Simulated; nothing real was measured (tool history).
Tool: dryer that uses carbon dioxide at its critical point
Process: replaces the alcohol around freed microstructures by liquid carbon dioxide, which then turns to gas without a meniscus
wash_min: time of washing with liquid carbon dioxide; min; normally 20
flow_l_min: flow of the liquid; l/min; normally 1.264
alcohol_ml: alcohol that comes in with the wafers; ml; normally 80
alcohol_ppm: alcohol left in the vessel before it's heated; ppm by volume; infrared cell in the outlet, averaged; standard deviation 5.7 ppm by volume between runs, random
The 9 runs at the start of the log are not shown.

{"run": 10, "hour": 69.8, "wash_min": 16, "flow_l_min": 1.264, "alcohol_ml": 80, "alcohol_ppm": 578}
{"run": 11, "hour": 77.7, "wash_min": 16, "flow_l_min": 1.264, "alcohol_ml": 80, "alcohol_ppm": 623}
{"run": 12, "hour": 85.8, "wash_min": 16, "flow_l_min": 1.264, "alcohol_ml": 80, "alcohol_ppm": 609}
{"run": 13, "hour": 97.6, "wash_min": 16, "flow_l_min": 0.8, "alcohol_ml": 80, "alcohol_ppm": 2282}
{"run": 14, "hour": 104.8, "wash_min": 16, "flow_l_min": 0.8, "alcohol_ml": 80, "alcohol_ppm": 2270}
{"run": 15, "hour": 110.4, "wash_min": 18, "flow_l_min": 1.264, "alcohol_ml": 80, "alcohol_ppm": 414}
{"run": 16, "hour": 116.8, "wash_min": 18, "flow_l_min": 1.264, "alcohol_ml": 80, "alcohol_ppm": 406}
{"run": 17, "hour": 124.5, "wash_min": 18, "flow_l_min": 1.264, "alcohol_ml": 80, "alcohol_ppm": 412}
{"run": 18, "hour": 131.8, "wash_min": 18, "flow_l_min": 1.264, "alcohol_ml": 80, "alcohol_ppm": 410}
{"run": 19, "hour": 142.9, "wash_min": 18, "flow_l_min": 1.264, "alcohol_ml": 80, "alcohol_ppm": 414}
{"run": 20, "hour": 150.3, "wash_min": 18, "flow_l_min": 1.264, "alcohol_ml": 80, "alcohol_ppm": 435}
{"run": 21, "hour": 157.7, "wash_min": 20, "flow_l_min": 1.264, "alcohol_ml": 80, "alcohol_ppm": 281}
{"run": 22, "hour": 168.5, "wash_min": 20, "flow_l_min": 1.264, "alcohol_ml": 80, "alcohol_ppm": 296}
{"run": 23, "hour": 175.7, "wash_min": 20, "flow_l_min": 1.264, "alcohol_ml": 80, "alcohol_ppm": 300}
{"run": 24, "hour": 184.3, "wash_min": 22, "flow_l_min": 1.264, "alcohol_ml": 119, "alcohol_ppm": 292}
{"run": 25, "hour": 194.7, "wash_min": 17, "flow_l_min": 1.264, "alcohol_ml": 71, "alcohol_ppm": 489}
{"run": 26, "hour": 201.2, "wash_min": 16, "flow_l_min": 0.85, "alcohol_ml": 79, "alcohol_ppm": 2078}
{"run": 27, "hour": 208.2, "wash_min": 30, "flow_l_min": 1.32, "alcohol_ml": 62, "alcohol_ppm": 42}
{"run": 28, "hour": 213.7, "wash_min": 28, "flow_l_min": 0.76, "alcohol_ml": 27, "alcohol_ppm": 218}
{"run": 29, "hour": 225.2, "wash_min": 25, "flow_l_min": 1.1, "alcohol_ml": 106, "alcohol_ppm": 289}

Run 30 has not been measured yet. What should we expect?
{"run": 30, "hour": 231.4, "wash_min": 25, "flow_l_min": 1.1, "alcohol_ml": 106, "alcohol_ppm": "?"}

Run 30 gave alcohol_ppm 310 ppm by volume.
Were there no unlogged condition in the tool, this run, its random variation unchanged, would have produced alcohol_ppm 178 ppm by volume.
